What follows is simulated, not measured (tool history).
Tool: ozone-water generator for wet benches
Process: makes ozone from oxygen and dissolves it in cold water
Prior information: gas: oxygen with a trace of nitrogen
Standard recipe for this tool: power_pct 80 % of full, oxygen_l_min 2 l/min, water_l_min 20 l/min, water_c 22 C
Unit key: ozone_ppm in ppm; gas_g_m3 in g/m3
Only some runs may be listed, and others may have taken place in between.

run 1 day=0 | power_pct=80 oxygen_l_min=2 water_l_min=20 water_c=22 | ozone_ppm=10 gas_g_m3=186.6
run 2 day=1.621 | power_pct=80 oxygen_l_min=1.69 water_l_min=20 water_c=22 | ozone_ppm=9.6 gas_g_m3=204.6
run 3 day=4.617 | power_pct=80 oxygen_l_min=2 water_l_min=13 water_c=22 | ozone_ppm=14.9 gas_g_m3=188.2
run 4 day=7.758 | power_pct=89 oxygen_l_min=2 water_l_min=13 water_c=22 | ozone_ppm=15.6 gas_g_m3=201.7
run 5 day=9.162 | power_pct=80 oxygen_l_min=2 water_l_min=13 water_c=22 | ozone_ppm=14.5 gas_g_m3=188
run 6 day=12.538 | power_pct=80 oxygen_l_min=2 water_l_min=20 water_c=19 | ozone_ppm=10.1 gas_g_m3=189
run 7 day=14.925 | power_pct=80 oxygen_l_min=2 water_l_min=20 water_c=19 | ozone_ppm=10.1 gas_g_m3=191.5
run 8 day=17.896 | power_pct=80 oxygen_l_min=2 water_l_min=20 water_c=22 | ozone_ppm=9.9 gas_g_m3=192.1
run 9 day=19.921 | power_pct=80 oxygen_l_min=2.63 water_l_min=20 water_c=22 | ozone_ppm=10.1 gas_g_m3=162.7
run 10 day=22.988 | power_pct=96 oxygen_l_min=1.44 water_l_min=26 water_c=22 | ozone_ppm=7.8 gas_g_m3=260.6
run 11 day=24.867 | power_pct=96 oxygen_l_min=1.44 water_l_min=26 water_c=22 | ozone_ppm=8.1 gas_g_m3=265.3
run 12 day=28.262 | power_pct=84 oxygen_l_min=1.29 water_l_min=20 water_c=22 | ozone_ppm=9.4 gas_g_m3=257.1
run 13 day=29.675 | power_pct=79 oxygen_l_min=2 water_l_min=20 water_c=22 | ozone_ppm=9.8 gas_g_m3=192.8
run 14 day=32.604 | power_pct=96 oxygen_l_min=1.18 water_l_min=15 water_c=18 | ozone_ppm=13.8 gas_g_m3=290
run 15 day=34.492 | power_pct=96 oxygen_l_min=1.54 water_l_min=15 water_c=14 | ozone_ppm=15 gas_g_m3=248.6
run 16 day=37.483 | power_pct=96 oxygen_l_min=1.54 water_l_min=15 water_c=14 | ozone_ppm=14.9 gas_g_m3=248.1
run 17 day=39.012 | power_pct=86 oxygen_l_min=1.54 water_l_min=31 water_c=15 | ozone_ppm=6.5 gas_g_m3=232.1
run 18 day=42.217 | power_pct=80 oxygen_l_min=2.12 water_l_min=20 water_c=17 | ozone_ppm=10.2 gas_g_m3=183.7

The log once held 1 entry between its listed runs, left out of this copy. Where does each go, and what is different about the tool's unlogged condition between the listed run before it and the listed run after it?
In the gap between runs 13 and 14: gauge calibrated (day 32.562)
  drift of the gauge itself on gas_g_m3, %: 2.68 -> 0
  difference, measured minus the result without the unlogged condition, gas_g_m3: +4.9 -> -0.2 g/m3

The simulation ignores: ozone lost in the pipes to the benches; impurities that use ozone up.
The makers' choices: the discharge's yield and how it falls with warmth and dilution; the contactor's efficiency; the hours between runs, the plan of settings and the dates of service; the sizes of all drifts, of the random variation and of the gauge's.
